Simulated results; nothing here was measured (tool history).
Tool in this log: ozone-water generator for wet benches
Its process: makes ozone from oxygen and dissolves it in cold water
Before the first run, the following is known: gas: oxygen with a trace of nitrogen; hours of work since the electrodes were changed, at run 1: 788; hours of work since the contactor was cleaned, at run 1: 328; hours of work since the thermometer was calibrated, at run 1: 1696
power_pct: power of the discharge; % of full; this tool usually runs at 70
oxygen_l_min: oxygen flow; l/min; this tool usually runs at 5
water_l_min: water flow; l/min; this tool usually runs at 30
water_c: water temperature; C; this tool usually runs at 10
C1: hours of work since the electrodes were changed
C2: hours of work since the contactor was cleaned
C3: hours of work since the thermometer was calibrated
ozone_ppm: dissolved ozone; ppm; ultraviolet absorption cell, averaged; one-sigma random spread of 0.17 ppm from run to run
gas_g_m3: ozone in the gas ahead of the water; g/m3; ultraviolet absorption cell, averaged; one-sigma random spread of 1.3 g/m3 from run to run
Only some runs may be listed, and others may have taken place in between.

Run 1, day 0: usual settings; C1 788; C2 328; C3 1696. Result: ozone_ppm 23.2 ppm, gas_g_m3 234.1 g/m3.
Run 2, day 2.396: usual settings; C1 832; C2 373; C3 1741. Result: ozone_ppm 23.1 ppm, gas_g_m3 232.4 g/m3.
Run 3, day 6.55: usual settings; C1 909; C2 449; C3 1817. Result: ozone_ppm 23.2 ppm, gas_g_m3 233.5 g/m3.
Run 4, day 10.233: usual settings; C1 977; C2 517; C3 1885. Result: ozone_ppm 23.4 ppm, gas_g_m3 230.2 g/m3.
Run 5, day 12.471: usual settings but water_l_min 19 l/min; C1 1018; C2 559; C3 1927. Result: ozone_ppm 34.3 ppm, gas_g_m3 233.4 g/m3.
Run 6, day 15.404: usual settings but water_l_min 19 l/min; C1 1072; C2 613; C3 1981. Result: ozone_ppm 34.1 ppm, gas_g_m3 231.7 g/m3.
Run 7, day 18.733: usual settings but water_l_min 19 l/min; C1 1134; C2 674; C3 2042. Result: ozone_ppm 33.8 ppm, gas_g_m3 233.1 g/m3.
Run 8, day 23.533: usual settings; C1 1222; C2 763; C3 2131. Result: ozone_ppm 22.9 ppm, gas_g_m3 230.9 g/m3.
Run 9, day 25.754: usual settings; C1 1263; C2 804; C3 2172. Result: ozone_ppm 23.2 ppm, gas_g_m3 233.7 g/m3.
Run 10, day 29.788: usual settings; C1 1338; C2 878; C3 2246. Result: ozone_ppm 23.1 ppm, gas_g_m3 231 g/m3.
Run 11, day 34.554: usual settings; C1 1426; C2 966; C3 2334. Result: ozone_ppm 23.2 ppm, gas_g_m3 231.5 g/m3.
Run 12, day 38.104: usual settings; C1 1491; C2 1032; C3 2400. Result: ozone_ppm 23.1 ppm, gas_g_m3 229.4 g/m3.
Run 13, day 43.021: usual settings but water_l_min 33 l/min; C1 1582; C2 1123; C3 2491. Result: ozone_ppm 21.3 ppm, gas_g_m3 232.9 g/m3.
Run 14, day 47.621: usual settings but power_pct 69 % of full; C1 1667; C2 1208; C3 2576. Result: ozone_ppm 22.8 ppm, gas_g_m3 227.2 g/m3.
Run 15, day 52.333: usual settings but power_pct 69 % of full; C1 1754; C2 1295; C3 2663. Result: ozone_ppm 22.7 ppm, gas_g_m3 227 g/m3.
Run 16, day 57.338: usual settings but power_pct 94 % of full; C1 1847; C2 1387; C3 2755. Result: ozone_ppm 30 ppm, gas_g_m3 300.8 g/m3.
Run 17, day 62.208: usual settings but water_c 5 C; C1 1936; C2 1477; C3 2845. Result: ozone_ppm 24.2 ppm, gas_g_m3 229 g/m3.
Run 18, day 65.296: usual settings but power_pct 67 % of full, oxygen_l_min 4.16 l/min, water_l_min 35 l/min; C1 1993; C2 1534; C3 2902. Result: ozone_ppm 19 ppm, gas_g_m3 249.3 g/m3.
Run 19, day 70.158: usual settings but power_pct 83 % of full, oxygen_l_min 4.16 l/min, water_l_min 37 l/min; C1 2083; C2 1624; C3 2992. Result: ozone_ppm 21.7 ppm, gas_g_m3 305.1 g/m3.
Run 20, day 75.012: usual settings but water_l_min 27 l/min, water_c 7 C; C1 2173; C2 1713; C3 3081. Result: ozone_ppm 26.3 ppm, gas_g_m3 229.3 g/m3.
Run 21, day 79.675: usual settings but power_pct 69 % of full, oxygen_l_min 3.53 l/min, water_l_min 44 l/min, water_c 7 C; C1 2259; C2 1799; C3 3168. Result: ozone_ppm 14.9 ppm, gas_g_m3 288.8 g/m3.
Run 22, day 82.567: usual settings but power_pct 78 % of full; C1 2312; C2 1853; C3 3221. Result: ozone_ppm 25.7 ppm, gas_g_m3 251.3 g/m3.
Run 23, day 85.688: usual settings but water_l_min 44 l/min; C1 2370; C2 1910; C3 3279. Result: ozone_ppm 15.7 ppm, gas_g_m3 229 g/m3.
Run 24, day 88.979: usual settings but water_l_min 44 l/min; C1 2431; C2 1971; C3 3339. Result: ozone_ppm 15.9 ppm, gas_g_m3 228.5 g/m3.
Run 25, day 93.858: usual settings but power_pct 43 % of full, oxygen_l_min 2.94 l/min, water_c 5 C; C1 2521; C2 2061; C3 3429. Result: ozone_ppm 14.8 ppm, gas_g_m3 210.5 g/m3.
Run 26, day 97.579: usual settings but power_pct 43 % of full, oxygen_l_min 2.94 l/min, water_c 5 C; C1 2590; C2 2130; C3 3498. Result: ozone_ppm 14.7 ppm, gas_g_m3 210.7 g/m3.
Run 27, day 99.812: usual settings but power_pct 43 % of full, oxygen_l_min 2.94 l/min, water_c 5 C; C1 2631; C2 2171; C3 3539. Result: ozone_ppm 14.8 ppm, gas_g_m3 212.5 g/m3.
Run 28, day 103.175: usual settings but water_l_min 27 l/min; C1 2693; C2 2233; C3 3601. Result: ozone_ppm 25.5 ppm, gas_g_m3 227.3 g/m3.
Run 29, day 107.642: usual settings but power_pct 44 % of full, water_l_min 37 l/min; C1 2775; C2 2316; C3 3684. Result: ozone_ppm 12.6 ppm, gas_g_m3 149.2 g/m3.
Run 30, day 111.279: usual settings but water_l_min 42 l/min, water_c 8 C; C1 2843; C2 2383; C3 3751. Result: ozone_ppm 16.7 ppm, gas_g_m3 227 g/m3.
At day 115.058: gauge calibrated.
Run 31, day 115.783: usual settings but power_pct 50 % of full, water_l_min 24 l/min, water_c 14 C; C1 2926; C2 2466; C3 3834. Result: ozone_ppm 20.2 ppm, gas_g_m3 171 g/m3.
Run 32, day 118.571: usual settings but power_pct 53 % of full, water_l_min 32 l/min, water_c 7 C; C1 2977; C2 2518; C3 3886. Result: ozone_ppm 17.4 ppm, gas_g_m3 180.6 g/m3.
Run 33, day 121.162: usual settings but power_pct 53 % of full, water_l_min 32 l/min, water_c 7 C; C1 3025; C2 2566; C3 3934. Result: ozone_ppm 17.4 ppm, gas_g_m3 180 g/m3.

Alternative continuations, all from the tool just after run 33; predict every row:
Run A, day 124.833: usual settings but power_pct 59 % of full, oxygen_l_min 4.16 l/min, water_l_min 20 l/min; C1 3093; C2 2633; C3 4001. Result: ozone_ppm ?, gas_g_m3 ?.
Run B, day 124.833: usual settings but power_pct 53 % of full, oxygen_l_min 3.67 l/min, water_l_min 32 l/min, water_c 7 C; C1 3093; C2 2633; C3 4001. Result: ozone_ppm ?, gas_g_m3 ?.
Run C, day 124.833: usual settings but water_c 5 C; C1 3093; C2 2633; C3 4001. Result: ozone_ppm ?, gas_g_m3 ?.
Run D, day 124.833: usual settings but power_pct 62 % of full, water_c 6 C; C1 3093; C2 2633; C3 4001. Result: ozone_ppm ?, gas_g_m3 ?.

run  ozone_ppm  gas_g_m3
  A       28.4     226.6
  B         17     224.8
  C         24     232.1
  D       21.4     208.1
With no hidden state in the tool, these same runs would have given:
run  ozone_ppm  gas_g_m3
  A       28.4     227.3
  B       17.1     225.5
  C       24.1     232.9
  D       21.5     208.8

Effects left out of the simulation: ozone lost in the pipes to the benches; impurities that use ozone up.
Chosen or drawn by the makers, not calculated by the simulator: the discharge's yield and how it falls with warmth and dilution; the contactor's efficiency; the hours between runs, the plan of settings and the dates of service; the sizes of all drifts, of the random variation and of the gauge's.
